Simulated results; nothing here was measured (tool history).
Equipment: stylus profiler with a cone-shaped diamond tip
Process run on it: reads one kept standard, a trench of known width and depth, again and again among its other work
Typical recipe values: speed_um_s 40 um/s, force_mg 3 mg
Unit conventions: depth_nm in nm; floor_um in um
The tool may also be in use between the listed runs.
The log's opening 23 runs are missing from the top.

run    hour  speed_um_s  force_mg  depth_nm  floor_um
 24   517.2         136      5.18   1027.52     46.01
 25   532.2          92         3   1018.76     46.04
 26   563.9          92         3    1019.1     45.98
 27   595.2          92         3      1019     46.09
 28   618.6          62       1.1   1010.33     45.98
 29   653.4          62       1.1   1009.68        46
 30   685.9          28       3.5   1021.11     46.38
 31   713.5         133       2.3    1015.9     45.76
 32   745.2          40      4.82   1026.43     46.38
 33   765.6         147      1.16   1010.12     45.26
 34   784.8          25      6.08   1030.87     46.41
 35     799          25      6.08   1030.36     46.42
 36   818.5          25      6.08   1030.47     46.45
 37     835          30      6.21   1030.91     46.39
 38   858.6          20      1.91   1014.12     46.37
 39   873.9          20      1.23   1010.05      46.4
 40   896.9          24      1.42   1012.02     46.32
 41   922.7         129      4.59   1025.39     45.98
 42   950.8          12      1.23   1010.74     46.43
 43     981          12      1.23   1010.32     46.43
 44  1002.1          12      1.23    1010.7     46.47
 45  1022.8          40      1.19   1010.56     46.21
 46  1057.4          52      1.43   1011.38     46.17

Alternative continuations, all from the tool just after run 46; predict every row:
  A  1085          52      4.16         ?         ?
  B  1085          69      8.28         ?         ?
  C  1085          28      7.21         ?         ?

run  depth_nm  floor_um
  A   1023.43     46.27
  B    1037.6     46.31
  C   1033.82     46.39
With the hidden condition removed and each run's random variation left untouched, the same runs would have given:
run  depth_nm  floor_um
  A   1023.33     46.28
  B   1037.51     46.32
  C   1033.73      46.4
